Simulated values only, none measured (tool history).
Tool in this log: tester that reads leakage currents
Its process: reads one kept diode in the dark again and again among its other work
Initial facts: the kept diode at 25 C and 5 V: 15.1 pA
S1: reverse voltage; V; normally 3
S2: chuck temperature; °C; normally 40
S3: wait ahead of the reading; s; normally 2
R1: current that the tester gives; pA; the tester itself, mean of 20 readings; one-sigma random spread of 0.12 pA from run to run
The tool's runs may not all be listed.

run 1 hour=0 | S1=3 S2=40 S3=2 | R1=41
-- hour=94.1 probe card cleaned and baked
run 2 hour=99 | S1=3 S2=40 S3=2 | R1=38.77
run 3 hour=185.3 | S1=3 S2=40 S3=1.16 | R1=38.76
run 4 hour=344 | S1=3 S2=23 S3=1.16 | R1=11.69
-- hour=359 chuck's temperature calibrated
run 5 hour=448.6 | S1=3 S2=23 S3=1.16 | R1=11.96
run 6 hour=600.2 | S1=3 S2=40 S3=2 | R1=40
-- hour=711.1 tester calibrated
run 7 hour=773.9 | S1=3 S2=40 S3=2 | R1=39.26
-- hour=814.3 chuck's temperature calibrated, once more
run 8 hour=891.4 | S1=2.75 S2=48 S3=2 | R1=60.85

What does the tool deliver on the next run?
run 9 hour=1056 | S1=1.62 S2=40 S3=0.81 | R1=?

{"run 9": {"R1": 28.58}}
Without the tool's hidden state the same run would have given R1 27.84 pA.
